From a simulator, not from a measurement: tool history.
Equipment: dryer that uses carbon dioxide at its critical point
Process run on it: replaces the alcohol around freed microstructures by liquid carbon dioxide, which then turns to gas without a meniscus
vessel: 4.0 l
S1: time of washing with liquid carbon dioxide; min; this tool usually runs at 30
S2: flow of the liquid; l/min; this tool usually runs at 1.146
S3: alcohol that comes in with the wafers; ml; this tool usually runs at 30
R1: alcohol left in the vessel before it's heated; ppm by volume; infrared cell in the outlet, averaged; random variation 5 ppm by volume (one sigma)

run 1 day=0 | S1=30 S2=1.146 S3=30 | R1=128
run 2 day=0.621 | S1=30 S2=1.146 S3=30 | R1=130
run 3 day=1.625 | S1=30 S2=1.146 S3=30 | R1=112
run 4 day=2.338 | S1=30 S2=1.146 S3=30 | R1=130
run 5 day=3.388 | S1=30 S2=1.32 S3=30 | R1=130
run 6 day=4.008 | S1=30 S2=1.146 S3=30 | R1=141
run 7 day=5.104 | S1=36 S2=1.146 S3=30 | R1=130
run 8 day=6.262 | S1=36 S2=1.146 S3=30 | R1=140
run 9 day=7.079 | S1=36 S2=1.146 S3=30 | R1=146
run 10 day=8.279 | S1=36 S2=1.146 S3=30 | R1=139
run 11 day=9.625 | S1=36 S2=1.146 S3=30 | R1=137
run 12 day=10.654 | S1=36 S2=1.146 S3=55 | R1=143
run 13 day=11.404 | S1=30 S2=0.97 S3=30 | R1=157
run 14 day=12.146 | S1=30 S2=1.146 S3=30 | R1=4
run 15 day=13.288 | S1=30 S2=1.146 S3=30 | R1=9
run 16 day=14.308 | S1=30 S2=1.28 S3=30 | R1=17
run 17 day=15.033 | S1=30 S2=1.28 S3=30 | R1=13
run 18 day=16.321 | S1=34 S2=1.146 S3=30 | R1=21
run 19 day=17.133 | S1=34 S2=1.146 S3=30 | R1=23
run 20 day=17.908 | S1=30 S2=1.146 S3=30 | R1=22
run 21 day=19.254 | S1=30 S2=1.146 S3=30 | R1=32
run 22 day=19.967 | S1=30 S2=1.146 S3=30 | R1=24
run 23 day=20.675 | S1=30 S2=1.146 S3=30 | R1=30
run 24 day=21.517 | S1=30 S2=1.146 S3=30 | R1=31
run 25 day=22.158 | S1=30 S2=0.72 S3=30 | R1=98
run 26 day=23.129 | S1=31 S2=1.54 S3=30 | R1=35
run 27 day=23.796 | S1=22 S2=1.85 S3=59 | R1=43
run 28 day=24.55 | S1=22 S2=1.85 S3=59 | R1=29
run 29 day=25.779 | S1=46 S2=1.26 S3=77 | R1=47
run 30 day=26.571 | S1=46 S2=1.26 S3=73 | R1=41
run 31 day=27.438 | S1=24 S2=0.99 S3=43 | R1=112
run 32 day=27.996 | S1=37 S2=1.146 S3=84 | R1=45
run 33 day=28.592 | S1=30 S2=1.146 S3=36 | R1=52
run 34 day=29.583 | S1=40 S2=1.78 S3=87 | R1=51
run 35 day=30.279 | S1=40 S2=1.78 S3=87 | R1=54
run 36 day=31.396 | S1=40 S2=1.78 S3=87 | R1=55
run 37 day=32.762 | S1=29 S2=1.06 S3=68 | R1=91
run 38 day=33.438 | S1=25 S2=1.75 S3=53 | R1=60
run 39 day=34.225 | S1=38 S2=1.146 S3=22 | R1=56
run 40 day=35.442 | S1=38 S2=1.146 S3=22 | R1=68
run 41 day=36.758 | S1=19 S2=1.76 S3=56 | R1=88
run 42 day=37.45 | S1=39 S2=0.85 S3=56 | R1=89
run 43 day=38.271 | S1=39 S2=0.85 S3=56 | R1=95
run 44 day=39.021 | S1=39 S2=0.85 S3=56 | R1=86
run 45 day=40.271 | S1=33 S2=0.85 S3=61 | R1=131
run 46 day=41.296 | S1=33 S2=0.77 S3=87 | R1=196
run 47 day=42.312 | S1=30 S2=1.1 S3=38 | R1=92

Not shown here: 2 entries made in the log between runs. Locate each between two listed runs and compare the hidden state at the listed run before it with the hidden state at the listed run after it:
After run 11, before run 12: inlet filter changed (day 9.85)
  flow that reaches the vessel past the clogged filter, %: 90.2 -> 99.7; alcohol in the recycled carbon dioxide, ppm: 140.6 -> 143.1
  measured result minus the result with no hidden state, R1: +137 -> +135 ppm by volume
After run 13, before run 14: purifier's bed changed (day 11.988)
  flow that reaches the vessel past the clogged filter, %: 99.5 -> 99.3; alcohol in the recycled carbon dioxide, ppm: 145.2 -> 5.7
  measured result minus the result with no hidden state, R1: +144 -> +1 ppm by volume

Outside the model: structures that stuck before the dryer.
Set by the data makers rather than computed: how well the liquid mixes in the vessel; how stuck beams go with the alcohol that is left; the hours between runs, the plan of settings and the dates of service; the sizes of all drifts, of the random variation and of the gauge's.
